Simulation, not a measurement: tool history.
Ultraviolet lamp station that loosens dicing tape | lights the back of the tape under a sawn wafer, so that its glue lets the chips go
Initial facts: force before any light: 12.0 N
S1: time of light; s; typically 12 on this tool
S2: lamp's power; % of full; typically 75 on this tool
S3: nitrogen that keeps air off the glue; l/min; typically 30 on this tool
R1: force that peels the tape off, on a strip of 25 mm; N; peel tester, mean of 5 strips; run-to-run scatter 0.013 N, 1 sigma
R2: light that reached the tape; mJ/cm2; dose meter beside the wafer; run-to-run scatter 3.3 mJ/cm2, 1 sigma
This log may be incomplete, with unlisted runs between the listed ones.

run   hour  S1  S2  S3     R1   R2
  1    0.0  12  75  30  0.570  516
  2   19.2  12  75  58  0.371  516
  3   39.3  17  75  30  0.290  730
  4   63.8  17  75  30  0.299  729
  5   80.3  17  75  30  0.282  720
  6  102.9  17  75  30  0.284  727
  7  117.9   8  75  30  1.393  343
  8  142.1  18  75  30  0.270  767
  9  165.2  19  75  30  0.257  811
 10  181.2  12  97  30  0.332  665
 11  205.1  12  97  30  0.355  658
 12  216.8   8  97  30  0.817  441
 13  237.2   8  97  30  0.816  445
     239.9  -- window cleaned of glue's vapour
 14  258.0  12  75  30  0.580  513
 15  276.5   7  75  30  1.857  301
 16  292.8  10  75  30  0.912  428
 17  319.1  12  75  30  0.576  505
 18  342.5  12  75  30  0.572  504
 19  365.6  12  75  30  0.611  508
 20  387.2  12  75  30  0.570  515
 21  407.5  12  75  34  0.526  513
 22  422.7  12  75  34  0.527  504
 23  439.8  11  93  30  0.438  581
 24  455.5  11  93  30  0.442  578
 25  478.4  11  93  30  0.438  585
 26  490.0  14  72  45  0.338  572
 27  510.8  24  68  25  0.227  927
 28  534.9  24  68  25  0.235  940
 29  553.1  17  69  29  0.319  665
 30  578.7  17  69  29  0.349  669
 31  598.4  12  75  30  0.579  509
 32  620.9  12  84  41  0.362  567
 33  631.9   8  64  40  1.506  288
 34  644.9  16  75  27  0.344  685
 35  668.0  16  75  38  0.278  686
 36  684.1  12  73  41  0.486  503
     702.6  -- window cleaned of glue's vapour
 37  702.6   9  81  30  0.941  415
 38  715.2   9  81  30  0.932  417
 39  731.9   7  88  30  1.375  349
 40  749.0  11  90  26  0.537  565
 41  767.2   9  65  11  2.906  331
 42  782.1  18  65  10  0.820  662

Alternative continuations, all from the tool just after run 42; predict every row:
  A  796.6  12  79  52   ?   ?
  B  796.6  16  80  30   ?   ?
  C  796.6  18  66  35   ?   ?
  D  796.6  20  68  20   ?   ?

run     R1   R2
  A  0.357  539
  B  0.295  725
  C  0.303  681
  D  0.329  782
Had the tool no hidden state, the same runs would have come out as:
run     R1   R2
  A  0.356  540
  B  0.295  726
  C  0.302  682
  D  0.328  783
